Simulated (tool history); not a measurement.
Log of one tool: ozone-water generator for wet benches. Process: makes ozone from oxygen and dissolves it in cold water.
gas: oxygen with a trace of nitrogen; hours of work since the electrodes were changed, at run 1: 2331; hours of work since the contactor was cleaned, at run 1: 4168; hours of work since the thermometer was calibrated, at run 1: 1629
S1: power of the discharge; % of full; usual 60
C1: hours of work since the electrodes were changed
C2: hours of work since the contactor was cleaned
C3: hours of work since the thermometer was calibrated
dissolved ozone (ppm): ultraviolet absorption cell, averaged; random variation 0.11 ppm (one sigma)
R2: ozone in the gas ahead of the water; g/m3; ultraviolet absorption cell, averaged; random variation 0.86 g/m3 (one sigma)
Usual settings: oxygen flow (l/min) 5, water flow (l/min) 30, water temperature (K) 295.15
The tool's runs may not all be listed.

{"run": 1, "hour": 0.0, "S1": 60, "oxygen flow (l/min)": 5, "water flow (l/min)": 30, "water temperature (K)": 295.15, "C1": 2331, "C2": 4168, "C3": 1629, "dissolved ozone (ppm)": 7.9, "R2": 135.1}
{"run": 2, "hour": 96.4, "S1": 60, "oxygen flow (l/min)": 5, "water flow (l/min)": 30, "water temperature (K)": 295.15, "C1": 2407, "C2": 4244, "C3": 1705, "dissolved ozone (ppm)": 7.9, "R2": 136.3}
{"run": 3, "hour": 155.8, "S1": 60, "oxygen flow (l/min)": 5, "water flow (l/min)": 30, "water temperature (K)": 295.15, "C1": 2453, "C2": 4291, "C3": 1751, "dissolved ozone (ppm)": 8, "R2": 134.2}
{"run": 4, "hour": 227.9, "S1": 60, "oxygen flow (l/min)": 5, "water flow (l/min)": 30, "water temperature (K)": 295.15, "C1": 2510, "C2": 4347, "C3": 1808, "dissolved ozone (ppm)": 7.7, "R2": 133.7}
{"run": 5, "hour": 360.6, "S1": 67, "oxygen flow (l/min)": 5, "water flow (l/min)": 30, "water temperature (K)": 295.15, "C1": 2614, "C2": 4452, "C3": 1912, "dissolved ozone (ppm)": 8.6, "R2": 145.1}
{"run": 6, "hour": 460.3, "S1": 60, "oxygen flow (l/min)": 5, "water flow (l/min)": 19, "water temperature (K)": 295.15, "C1": 2693, "C2": 4530, "C3": 1991, "dissolved ozone (ppm)": 12, "R2": 134}
{"run": 7, "hour": 520.4, "S1": 60, "oxygen flow (l/min)": 5, "water flow (l/min)": 19, "water temperature (K)": 295.15, "C1": 2740, "C2": 4577, "C3": 2038, "dissolved ozone (ppm)": 12.1, "R2": 133.8}
{"run": 8, "hour": 590.1, "S1": 60, "oxygen flow (l/min)": 5, "water flow (l/min)": 19, "water temperature (K)": 295.15, "C1": 2795, "C2": 4632, "C3": 2093, "dissolved ozone (ppm)": 12, "R2": 134.2}
{"run": 9, "hour": 704.3, "S1": 60, "oxygen flow (l/min)": 5, "water flow (l/min)": 19, "water temperature (K)": 295.15, "C1": 2884, "C2": 4722, "C3": 2182, "dissolved ozone (ppm)": 12, "R2": 135.9}
{"run": 10, "hour": 791.1, "S1": 60, "oxygen flow (l/min)": 5, "water flow (l/min)": 19, "water temperature (K)": 295.15, "C1": 2953, "C2": 4790, "C3": 2251, "dissolved ozone (ppm)": 12, "R2": 133.4}
{"run": 11, "hour": 899.6, "S1": 60, "oxygen flow (l/min)": 5, "water flow (l/min)": 19, "water temperature (K)": 295.15, "C1": 3038, "C2": 4875, "C3": 2336, "dissolved ozone (ppm)": 11.7, "R2": 134.8}
{"run": 12, "hour": 969.6, "S1": 60, "oxygen flow (l/min)": 5, "water flow (l/min)": 19, "water temperature (K)": 295.15, "C1": 3093, "C2": 4930, "C3": 2391, "dissolved ozone (ppm)": 12.1, "R2": 133.4}
{"hour": 981.2, "done": "water thermometer calibrated"}
{"run": 13, "hour": 1027.7, "S1": 60, "oxygen flow (l/min)": 5, "water flow (l/min)": 19, "water temperature (K)": 295.15, "C1": 3138, "C2": 4975, "C3": 37, "dissolved ozone (ppm)": 11.7, "R2": 134.2}
{"run": 14, "hour": 1129.4, "S1": 60, "oxygen flow (l/min)": 5, "water flow (l/min)": 19, "water temperature (K)": 295.15, "C1": 3218, "C2": 5055, "C3": 116, "dissolved ozone (ppm)": 11.6, "R2": 132.9}
{"run": 15, "hour": 1205.4, "S1": 52, "oxygen flow (l/min)": 5, "water flow (l/min)": 30, "water temperature (K)": 295.15, "C1": 3278, "C2": 5115, "C3": 176, "dissolved ozone (ppm)": 7, "R2": 122.7}
{"run": 16, "hour": 1317.5, "S1": 52, "oxygen flow (l/min)": 5, "water flow (l/min)": 30, "water temperature (K)": 295.15, "C1": 3366, "C2": 5203, "C3": 264, "dissolved ozone (ppm)": 7, "R2": 121.8}
{"run": 17, "hour": 1409.7, "S1": 52, "oxygen flow (l/min)": 5, "water flow (l/min)": 30, "water temperature (K)": 295.15, "C1": 3438, "C2": 5276, "C3": 337, "dissolved ozone (ppm)": 7, "R2": 121.5}
{"run": 18, "hour": 1479.3, "S1": 52, "oxygen flow (l/min)": 5, "water flow (l/min)": 30, "water temperature (K)": 295.15, "C1": 3493, "C2": 5330, "C3": 391, "dissolved ozone (ppm)": 7.1, "R2": 122.4}
{"run": 19, "hour": 1591.2, "S1": 52, "oxygen flow (l/min)": 2.59, "water flow (l/min)": 20, "water temperature (K)": 295.15, "C1": 3581, "C2": 5418, "C3": 479, "dissolved ozone (ppm)": 9.5, "R2": 169.4}
{"run": 20, "hour": 1654.7, "S1": 49, "oxygen flow (l/min)": 5, "water flow (l/min)": 19, "water temperature (K)": 299.15, "C1": 3631, "C2": 5468, "C3": 529, "dissolved ozone (ppm)": 9.7, "R2": 118.3}
{"run": 21, "hour": 1748.6, "S1": 49, "oxygen flow (l/min)": 5, "water flow (l/min)": 19, "water temperature (K)": 299.15, "C1": 3705, "C2": 5542, "C3": 603, "dissolved ozone (ppm)": 9.5, "R2": 116.7}
{"hour": 1776.9, "done": "water thermometer calibrated, once more"}
{"run": 22, "hour": 1850.8, "S1": 49, "oxygen flow (l/min)": 5, "water flow (l/min)": 19, "water temperature (K)": 299.15, "C1": 3785, "C2": 5622, "C3": 58, "dissolved ozone (ppm)": 9.6, "R2": 116.5}
{"run": 23, "hour": 1945.8, "S1": 49, "oxygen flow (l/min)": 5, "water flow (l/min)": 19, "water temperature (K)": 299.15, "C1": 3859, "C2": 5697, "C3": 133, "dissolved ozone (ppm)": 9.6, "R2": 115.4}
{"hour": 1988.9, "done": "contactor cleaned"}
{"run": 24, "hour": 2010.4, "S1": 99, "oxygen flow (l/min)": 5, "water flow (l/min)": 22, "water temperature (K)": 299.15, "C1": 3907, "C2": 17, "C3": 180, "dissolved ozone (ppm)": 13.9, "R2": 178.4}
{"run": 25, "hour": 2088.7, "S1": 99, "oxygen flow (l/min)": 5, "water flow (l/min)": 22, "water temperature (K)": 299.15, "C1": 3969, "C2": 78, "C3": 242, "dissolved ozone (ppm)": 13.8, "R2": 178.3}
{"run": 26, "hour": 2197.5, "S1": 66, "oxygen flow (l/min)": 5, "water flow (l/min)": 22, "water temperature (K)": 299.15, "C1": 4054, "C2": 164, "C3": 327, "dissolved ozone (ppm)": 10.9, "R2": 138.7}
{"run": 27, "hour": 2288.6, "S1": 66, "oxygen flow (l/min)": 2.59, "water flow (l/min)": 26, "water temperature (K)": 299.15, "C1": 4126, "C2": 236, "C3": 399, "dissolved ozone (ppm)": 8.7, "R2": 192.9}
{"run": 28, "hour": 2376.3, "S1": 78, "oxygen flow (l/min)": 6.11, "water flow (l/min)": 30, "water temperature (K)": 302.15, "C1": 4195, "C2": 304, "C3": 468, "dissolved ozone (ppm)": 8.8, "R2": 138.6}
{"run": 29, "hour": 2496.4, "S1": 57, "oxygen flow (l/min)": 6.11, "water flow (l/min)": 30, "water temperature (K)": 299.15, "C1": 4289, "C2": 399, "C3": 562, "dissolved ozone (ppm)": 7.7, "R2": 114}
{"run": 30, "hour": 2572.0, "S1": 57, "oxygen flow (l/min)": 6.11, "water flow (l/min)": 30, "water temperature (K)": 299.15, "C1": 4348, "C2": 458, "C3": 622, "dissolved ozone (ppm)": 7.5, "R2": 115.1}
{"run": 31, "hour": 2688.4, "S1": 57, "oxygen flow (l/min)": 6.11, "water flow (l/min)": 30, "water temperature (K)": 299.15, "C1": 4440, "C2": 550, "C3": 713, "dissolved ozone (ppm)": 7.5, "R2": 114.7}
{"run": 32, "hour": 2812.5, "S1": 57, "oxygen flow (l/min)": 6.11, "water flow (l/min)": 30, "water temperature (K)": 299.15, "C1": 4538, "C2": 647, "C3": 811, "dissolved ozone (ppm)": 7.6, "R2": 115.7}
{"run": 33, "hour": 2874.7, "S1": 54, "oxygen flow (l/min)": 6.11, "water flow (l/min)": 37, "water temperature (K)": 299.15, "C1": 4586, "C2": 696, "C3": 860, "dissolved ozone (ppm)": 6, "R2": 110.3}

How the hidden state differs across the entries between the runs, from the last listed run before each to the first after it:
Between runs 12 and 13: water thermometer calibrated (hour 981.2)
  yield of the discharge, % of new electrodes': 94.3 -> 94.2; contactor's efficiency, % of a clean one's: 89.3 -> 89.2; true water temperature over the reading, C: 0.24 -> 0.29
  measured less the result without the state, dissolved ozone (ppm): -1.5 -> -1.5; R2: -7.2 -> -7.4 g/m3
Between runs 21 and 22: water thermometer calibrated, once more (hour 1776.9)
  yield of the discharge, % of new electrodes': 93.2 -> 93; contactor's efficiency, % of a clean one's: 88 -> 87.8; true water temperature over the reading, C: 0.36 -> 0.06
  measured less the result without the state, dissolved ozone (ppm): -1.3 -> -1.3; R2: -6.6 -> -6.7 g/m3
Between runs 23 and 24: contactor cleaned (hour 1988.9)
  yield of the discharge, % of new electrodes': 92.9 -> 92.8; contactor's efficiency, % of a clean one's: 87.6 -> 98.8; true water temperature over the reading, C: 0.07 -> 0.08
  measured less the result without the state, dissolved ozone (ppm): -1.3 -> -1.4; R2: -6.9 -> -17.1 g/m3
